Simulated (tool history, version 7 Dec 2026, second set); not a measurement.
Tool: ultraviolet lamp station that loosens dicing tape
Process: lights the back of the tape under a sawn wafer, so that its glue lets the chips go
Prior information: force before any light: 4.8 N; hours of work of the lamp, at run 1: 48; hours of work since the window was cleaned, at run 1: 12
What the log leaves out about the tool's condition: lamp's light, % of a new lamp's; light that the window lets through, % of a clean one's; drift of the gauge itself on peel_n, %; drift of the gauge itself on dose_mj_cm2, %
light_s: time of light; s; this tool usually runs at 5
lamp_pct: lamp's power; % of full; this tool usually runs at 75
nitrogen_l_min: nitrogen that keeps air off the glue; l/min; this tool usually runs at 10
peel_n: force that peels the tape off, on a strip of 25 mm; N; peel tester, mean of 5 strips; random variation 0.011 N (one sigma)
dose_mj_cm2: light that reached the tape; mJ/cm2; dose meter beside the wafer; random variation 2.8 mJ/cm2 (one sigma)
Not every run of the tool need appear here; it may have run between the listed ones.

run,hour,light_s,lamp_pct,nitrogen_l_min,hours of work of the lamp,hours of work since the window was cleaned,peel_n,dose_mj_cm2
1,0.0,5,75,10,48,12,0.544,371
2,6.0,5,75,10,52,16,0.550,366
3,17.4,5,75,10,58,23,0.544,369
4,29.4,8,75,10,65,30,0.249,587
5,42.3,5,75,6,73,37,0.672,366
6,53.3,5,75,6,79,44,0.675,365
7,60.4,5,75,6,84,48,0.648,360
8,66.7,5,75,9,87,52,0.601,366
9,78.6,5,75,9,94,59,0.601,358
10,89.7,5,75,9,101,65,0.622,358
11,103.1,5,99,17,109,73,0.305,464

Forecast run 12:
12,111.0,4,63,12,113,78,?,?

For run 12 the tool returned peel_n 1.017 N, dose_mj_cm2 234 mJ/cm2.
Take away the tool's hidden state, keep the run-to-run variation as it was, and the same run would have given peel_n 0.905 N, dose_mj_cm2 254 mJ/cm2.
